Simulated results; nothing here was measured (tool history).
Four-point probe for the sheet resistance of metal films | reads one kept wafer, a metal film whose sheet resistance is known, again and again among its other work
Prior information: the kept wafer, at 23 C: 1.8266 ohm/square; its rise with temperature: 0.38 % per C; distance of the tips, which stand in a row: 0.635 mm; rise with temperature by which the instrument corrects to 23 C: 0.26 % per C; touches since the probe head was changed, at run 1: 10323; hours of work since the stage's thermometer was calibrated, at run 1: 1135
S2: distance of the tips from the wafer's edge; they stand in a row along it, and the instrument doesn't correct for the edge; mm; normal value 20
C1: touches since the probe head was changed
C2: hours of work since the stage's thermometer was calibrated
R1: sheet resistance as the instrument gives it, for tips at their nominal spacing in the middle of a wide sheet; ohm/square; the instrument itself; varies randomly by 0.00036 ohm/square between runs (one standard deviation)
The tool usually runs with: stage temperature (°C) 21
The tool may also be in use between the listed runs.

{"run": 1, "hour": 0.0, "stage temperature (°C)": 21, "S2": 20, "C1": 10323, "C2": 1135, "R1": 1.820724}
{"run": 2, "hour": 63.1, "stage temperature (°C)": 21, "S2": 4, "C1": 11921, "C2": 1178, "R1": 1.844512}
{"run": 3, "hour": 121.9, "stage temperature (°C)": 21, "S2": 20, "C1": 13413, "C2": 1219, "R1": 1.821173}
{"run": 4, "hour": 157.4, "stage temperature (°C)": 21, "S2": 20, "C1": 14310, "C2": 1244, "R1": 1.820856}
{"run": 5, "hour": 192.2, "stage temperature (°C)": 21, "S2": 10, "C1": 15191, "C2": 1268, "R1": 1.825212}
{"run": 6, "hour": 239.1, "stage temperature (°C)": 28, "S2": 20, "C1": 16381, "C2": 1301, "R1": 1.835367}
{"run": 7, "hour": 283.1, "stage temperature (°C)": 28, "S2": 68, "C1": 17495, "C2": 1331, "R1": 1.835207}
{"run": 8, "hour": 339.6, "stage temperature (°C)": 28, "S2": 68, "C1": 18927, "C2": 1371, "R1": 1.834637}
{"run": 9, "hour": 397.1, "stage temperature (°C)": 28, "S2": 68, "C1": 20382, "C2": 1410, "R1": 1.835914}
{"run": 10, "hour": 452.2, "stage temperature (°C)": 28, "S2": 68, "C1": 21781, "C2": 1449, "R1": 1.835775}
{"run": 11, "hour": 511.5, "stage temperature (°C)": 28, "S2": 68, "C1": 23282, "C2": 1490, "R1": 1.835506}
{"run": 12, "hour": 575.1, "stage temperature (°C)": 21, "S2": 20, "C1": 24894, "C2": 1534, "R1": 1.822477}
{"run": 13, "hour": 620.4, "stage temperature (°C)": 21, "S2": 29, "C1": 26040, "C2": 1565, "R1": 1.82149}
{"run": 14, "hour": 674.6, "stage temperature (°C)": 21, "S2": 29, "C1": 27413, "C2": 1603, "R1": 1.822457}
{"run": 15, "hour": 703.7, "stage temperature (°C)": 21, "S2": 29, "C1": 28151, "C2": 1623, "R1": 1.822833}
{"run": 16, "hour": 762.9, "stage temperature (°C)": 21, "S2": 23, "C1": 29652, "C2": 1665, "R1": 1.823}
{"run": 17, "hour": 819.4, "stage temperature (°C)": 26, "S2": 46, "C1": 31082, "C2": 1704, "R1": 1.83249}
{"run": 18, "hour": 856.4, "stage temperature (°C)": 25, "S2": 19, "C1": 32021, "C2": 1729, "R1": 1.831322}
{"run": 19, "hour": 905.1, "stage temperature (°C)": 24, "S2": 20, "C1": 33254, "C2": 1763, "R1": 1.829088}
{"run": 20, "hour": 969.2, "stage temperature (°C)": 24, "S2": 20, "C1": 34877, "C2": 1808, "R1": 1.828875}
{"hour": 975.3, "done": "stage's thermometer calibrated"}
{"run": 21, "hour": 1023.5, "stage temperature (°C)": 20, "S2": 3, "C1": 36240, "C2": 33, "R1": 1.862663}
{"run": 22, "hour": 1077.3, "stage temperature (°C)": 20, "S2": 3, "C1": 37603, "C2": 71, "R1": 1.863217}
{"run": 23, "hour": 1104.5, "stage temperature (°C)": 32, "S2": 41, "C1": 38293, "C2": 90, "R1": 1.845389}
{"run": 24, "hour": 1138.3, "stage temperature (°C)": 32, "S2": 41, "C1": 39148, "C2": 113, "R1": 1.84578}
{"run": 25, "hour": 1201.2, "stage temperature (°C)": 34, "S2": 33, "C1": 40743, "C2": 157, "R1": 1.848899}
{"hour": 1238.3, "done": "stage's thermometer calibrated, once more"}
{"run": 26, "hour": 1266.8, "stage temperature (°C)": 34, "S2": 33, "C1": 42391, "C2": 20, "R1": 1.85247}
{"run": 27, "hour": 1311.1, "stage temperature (°C)": 34, "S2": 33, "C1": 43514, "C2": 51, "R1": 1.852774}
{"run": 28, "hour": 1373.9, "stage temperature (°C)": 20, "S2": 18, "C1": 45105, "C2": 94, "R1": 1.825366}
{"run": 29, "hour": 1429.2, "stage temperature (°C)": 30, "S2": 4, "C1": 46505, "C2": 133, "R1": 1.869648}
{"run": 30, "hour": 1479.2, "stage temperature (°C)": 34, "S2": 5, "C1": 47773, "C2": 167, "R1": 1.868736}
{"run": 31, "hour": 1516.9, "stage temperature (°C)": 24, "S2": 29, "C1": 48727, "C2": 193, "R1": 1.833138}

Branching from run 31: 4 alternative next runs. What would each branch give?
{"run": "A", "hour": 1570.8, "stage temperature (°C)": 35, "S2": 8, "C1": 50092, "C2": 231, "R1": "?"}
{"run": "B", "hour": 1570.8, "stage temperature (°C)": 20, "S2": 67, "C1": 50092, "C2": 231, "R1": "?"}
{"run": "C", "hour": 1570.8, "stage temperature (°C)": 20, "S2": 4, "C1": 50092, "C2": 231, "R1": "?"}
{"run": "D", "hour": 1570.8, "stage temperature (°C)": 26, "S2": 29, "C1": 50092, "C2": 231, "R1": "?"}

run=A R1=1.861071
run=B R1=1.824573
run=C R1=1.848891
run=D R1=1.837297
Stripped of hidden state, with their random variation kept, the same runs would have yielded:
run=A R1=1.856703
run=B R1=1.820338
run=C R1=1.844605
run=D R1=1.833012
